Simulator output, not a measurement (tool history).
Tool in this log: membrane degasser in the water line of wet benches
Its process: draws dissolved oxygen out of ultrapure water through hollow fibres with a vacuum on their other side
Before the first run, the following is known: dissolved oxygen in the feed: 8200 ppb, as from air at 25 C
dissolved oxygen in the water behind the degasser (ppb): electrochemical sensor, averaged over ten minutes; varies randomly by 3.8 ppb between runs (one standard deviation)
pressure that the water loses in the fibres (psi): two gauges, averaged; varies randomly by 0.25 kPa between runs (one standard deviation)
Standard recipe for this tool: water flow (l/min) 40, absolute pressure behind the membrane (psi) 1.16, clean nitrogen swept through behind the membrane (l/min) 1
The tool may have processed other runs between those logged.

| run | hour | water flow (l/min) | absolute pressure behind the membrane (psi) | clean nitrogen swept through behind the membrane (l/min) | dissolved oxygen in the water behind the degasser (ppb) | pressure that the water loses in the fibres (psi) |
|---|---|---|---|---|---|---|
| 1 | 0 | 40 | 1.16 | 1 | 405.9 | 9.908 |
| 2 | 29.5 | 40 | 1.16 | 1 | 389.8 | 9.877 |
| 3 | 68.6 | 40 | 1.16 | 2.62 | 180.1 | 9.886 |
| 4 | 122.7 | 40 | 1.16 | 2.62 | 181.5 | 9.893 |
| 5 | 148.9 | 40 | 1.16 | 2.62 | 181.4 | 9.85 |
| 6 | 188.8 | 40 | 1.16 | 1 | 394.2 | 9.851 |
| 7 | 232.7 | 40 | 1.16 | 1 | 401.6 | 9.908 |
| 8 | 290.7 | 40 | 1.16 | 1 | 395.8 | 9.989 |
| 9 | 333.5 | 39 | 1.16 | 1 | 391.9 | 9.776 |
| 10 | 384.5 | 40 | 1.266 | 1 | 452.7 | 10 |
| 11 | 410.1 | 63 | 1.619 | 2.48 | 493.1 | 15.702 |
| 12 | 447.1 | 29 | 1.257 | 2.98 | 132.4 | 7.172 |
| 13 | 501.2 | 29 | 1.257 | 2.98 | 132.1 | 7.192 |
| 14 | 552.6 | 45 | 1.215 | 0.63 | 653.2 | 11.171 |
| 15 | 605 | 45 | 1.215 | 0.63 | 639.6 | 11.204 |
| 16 | 633.7 | 45 | 1.215 | 0.63 | 648.4 | 11.164 |
| 17 | 690 | 45 | 1.215 | 0.63 | 640.4 | 11.194 |
| 18 | 744.1 | 51 | 1.16 | 2.76 | 228.4 | 12.708 |

What if the next run were any one of these 3? Each begins from the tool's condition after run 18:
| A | 797.3 | 29 | 1.16 | 2.2 | ? | ? |
| B | 797.3 | 31 | 1.16 | 2.76 | ? | ? |
| C | 797.3 | 38 | 1.944 | 1.16 | ? | ? |

| run | dissolved oxygen in the water behind the degasser (ppb) | pressure that the water loses in the fibres (psi) |
|---|---|---|
| A | 156.8 | 7.208 |
| B | 135 | 7.731 |
| C | 675.5 | 9.417 |
Take away the tool's hidden state, keep each run's random variation, and the runs would have read:
| run | dissolved oxygen in the water behind the degasser (ppb) | pressure that the water loses in the fibres (psi) |
|---|---|---|
| A | 146.3 | 7.084 |
| B | 125.9 | 7.597 |
| C | 655.5 | 9.255 |
